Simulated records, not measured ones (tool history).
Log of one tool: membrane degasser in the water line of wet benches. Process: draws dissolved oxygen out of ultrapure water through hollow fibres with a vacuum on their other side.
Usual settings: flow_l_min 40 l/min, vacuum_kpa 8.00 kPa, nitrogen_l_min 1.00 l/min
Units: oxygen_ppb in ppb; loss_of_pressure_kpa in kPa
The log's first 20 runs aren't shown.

run,hour,flow_l_min,vacuum_kpa,nitrogen_l_min,hours since the membrane was changed,hours since the vacuum gauge was calibrated,hours since the vacuum lines were made tight,oxygen_ppb,loss_of_pressure_kpa
21,1522.4,33,15.48,1.78,4603,2654,210,488.9,28.67
22,1635.2,33,15.48,1.78,4715,2766,323,497.0,28.84
23,1744.4,40,10.81,1.00,4825,2876,432,595.8,34.57
24,1828.4,25,8.00,1.36,4909,2960,516,204.8,21.39
25,1909.6,25,8.00,1.36,4990,3041,597,208.8,21.74
26,2018.3,39,9.20,1.44,5099,3150,706,347.3,33.88
27,2131.8,39,9.20,1.44,5212,3263,819,354.1,33.71
28,2250.1,52,16.19,1.00,5330,3381,938,1170.0,45.40
29,2356.1,51,8.00,2.89,5436,3487,1044,206.5,44.16
30,2410.5,51,8.00,2.89,5491,3542,1098,204.0,44.22
31,2515.4,33,8.00,0.53,5596,3647,1203,539.3,28.38
32,2587.7,33,8.00,0.53,5668,3719,1275,544.8,29.03
33,2639.0,40,5.05,1.00,5719,3770,1327,176.0,35.01

Forecast each of these 3 alternatives for the next run:
A,2694.1,40,8.00,1.40,5774,3825,1382,?,?
B,2694.1,64,6.71,1.12,5774,3825,1382,?,?
C,2694.1,64,4.82,0.61,5774,3825,1382,?,?

run,oxygen_ppb,loss_of_pressure_kpa
A,303.6,35.14
B,397.2,55.63
C,309.0,55.71
Without the tool's hidden state the same runs would have given:
run,oxygen_ppb,loss_of_pressure_kpa
A,285.0,34.30
B,364.7,54.29
C,259.7,54.38

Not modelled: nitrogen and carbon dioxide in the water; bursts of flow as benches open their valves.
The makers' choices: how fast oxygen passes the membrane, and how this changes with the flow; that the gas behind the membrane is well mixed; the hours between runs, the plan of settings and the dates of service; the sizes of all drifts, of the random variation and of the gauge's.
